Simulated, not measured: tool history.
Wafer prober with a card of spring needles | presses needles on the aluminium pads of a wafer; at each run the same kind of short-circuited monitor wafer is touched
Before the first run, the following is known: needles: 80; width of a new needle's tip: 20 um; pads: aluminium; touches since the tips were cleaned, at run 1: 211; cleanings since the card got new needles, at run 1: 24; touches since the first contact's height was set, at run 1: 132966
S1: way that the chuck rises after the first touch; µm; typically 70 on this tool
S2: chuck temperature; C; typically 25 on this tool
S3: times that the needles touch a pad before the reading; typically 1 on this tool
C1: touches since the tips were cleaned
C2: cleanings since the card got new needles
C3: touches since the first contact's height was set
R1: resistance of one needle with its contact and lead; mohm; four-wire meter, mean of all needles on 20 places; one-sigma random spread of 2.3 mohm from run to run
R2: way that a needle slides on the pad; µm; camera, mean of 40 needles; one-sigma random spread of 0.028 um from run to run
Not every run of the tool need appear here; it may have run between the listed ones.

Run 1, hour 0: usual settings; C1 211; C2 24; C3 132966. Result: R1 267 mohm, R2 8.54 µm.
At hour 15.4: tips cleaned on abrasive film.
Run 2, hour 17: usual settings but S1 80 µm; C1 522; C2 25; C3 138433. Result: R1 266 mohm, R2 9.8 µm.
At hour 32.5: tips cleaned on abrasive film.
Run 3, hour 41.7: usual settings but S1 57 µm; C1 2987; C2 26; C3 146391. Result: R1 267 mohm, R2 6.97 µm.
At hour 48.6: tips cleaned on abrasive film.
Run 4, hour 59.4: usual settings but S1 57 µm; C1 3478; C2 27; C3 152075. Result: R1 273 mohm, R2 6.98 µm.
At hour 65.7: tips cleaned on abrasive film.
At hour 81.7: tips cleaned on abrasive film.
Run 5, hour 84.1: usual settings but S1 57 µm; C1 782; C2 29; C3 160024. Result: R1 268 mohm, R2 7.01 µm.
At hour 97: tips cleaned on abrasive film.
Run 6, hour 102.1: usual settings but S1 57 µm; C1 1634; C2 30; C3 165809. Result: R1 266 mohm, R2 6.99 µm.
At hour 113.1: tips cleaned on abrasive film.
Run 7, hour 121.4: usual settings but S1 57 µm; C1 2706; C2 31; C3 172040. Result: R1 266 mohm, R2 7.02 µm.
At hour 128.9: tips cleaned on abrasive film.
Run 8, hour 136.8: usual settings but S1 57 µm; C1 2537; C2 32; C3 176964. Result: R1 266 mohm, R2 7.05 µm.

Forecast run 9:
At hour 145: tips cleaned on abrasive film.
Run 9, hour 151.5: usual settings but S1 57 µm, S2 105 C, S3 2; C1 2120; C2 33; C3 181708. Result: R1 ?, R2 ?.

Run 9 produced R1 288 mohm, R2 7.02 µm.
Without the tool's hidden state the same run would have given R1 288 mohm, R2 6.98 µm.
